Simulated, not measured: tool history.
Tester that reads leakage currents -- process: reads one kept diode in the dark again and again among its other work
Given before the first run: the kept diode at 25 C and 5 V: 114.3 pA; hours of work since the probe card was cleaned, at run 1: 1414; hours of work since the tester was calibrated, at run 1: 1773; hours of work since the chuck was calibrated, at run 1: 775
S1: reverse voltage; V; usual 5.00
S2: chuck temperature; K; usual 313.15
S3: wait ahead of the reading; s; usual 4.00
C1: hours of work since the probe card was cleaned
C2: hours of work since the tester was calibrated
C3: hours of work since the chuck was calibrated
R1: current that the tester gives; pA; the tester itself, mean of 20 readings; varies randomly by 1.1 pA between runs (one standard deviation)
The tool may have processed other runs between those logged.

run    hour     S1      S2    S3    C1    C2    C3      R1
  1     0.0   5.00  313.15  4.00  1414  1773   775  371.86
  2   195.4   5.00  308.15  4.00  1558  1918   919  254.89
  3   381.1   5.00  313.15  4.00  1696  2055  1056  370.88
  4   646.8   5.13  313.15  4.00  1892  2252  1253  376.86
  5   804.2   5.13  313.15  4.00  2009  2368  1369  378.24
  6   939.6   5.00  313.15  4.00  2109  2468  1470  370.26
  7  1090.5   5.00  313.15  4.00  2220  2580  1581  372.01
  8  1349.7   5.00  313.15  4.00  2412  2772  1773  371.25
  9  1564.6   5.00  313.15  4.00  2571  2931  1932  369.00
     1741.9  -- chuck's temperature calibrated
 10  1832.3  10.20  302.15  1.34  2768  3127    67  240.63
 11  2011.6   5.00  301.15  0.53  2900  3260   199  148.03
 12  2235.7  18.60  302.15  4.00  3066  3425   365  336.41
 13  2406.6  18.60  313.15  3.83  3192  3552   492  784.45
 14  2611.2   4.07  305.15  3.83  3344  3703   643  178.54
 15  2743.6   4.07  305.15  3.83  3442  3801   741  178.67

Alternative continuations, all from the tool just after run 15; predict every row:
     2803.9  -- tester calibrated
  A  3024.3  5.00  293.15  0.45  3648  163  947   ?
     2803.9  -- tester calibrated
  B  3024.3  5.00  310.15  4.00  3648  163  947   ?
     2803.9  -- tester calibrated
  C  3024.3  2.15  316.15  4.88  3648  163  947   ?
     2803.9  -- tester calibrated
  D  3024.3  9.31  297.15  9.16  3648  163  947   ?
     2803.9  -- tester calibrated
  E  3024.3  3.42  294.15  0.51  3648  163  947   ?

run      R1
  A   78.08
  B  296.19
  C  288.01
  D  150.22
  E   67.60
Stripped of hidden state, with their random variation kept, the same runs would have yielded:
run      R1
  A   77.97
  B  295.94
  C  287.81
  D  150.01
  E   67.51
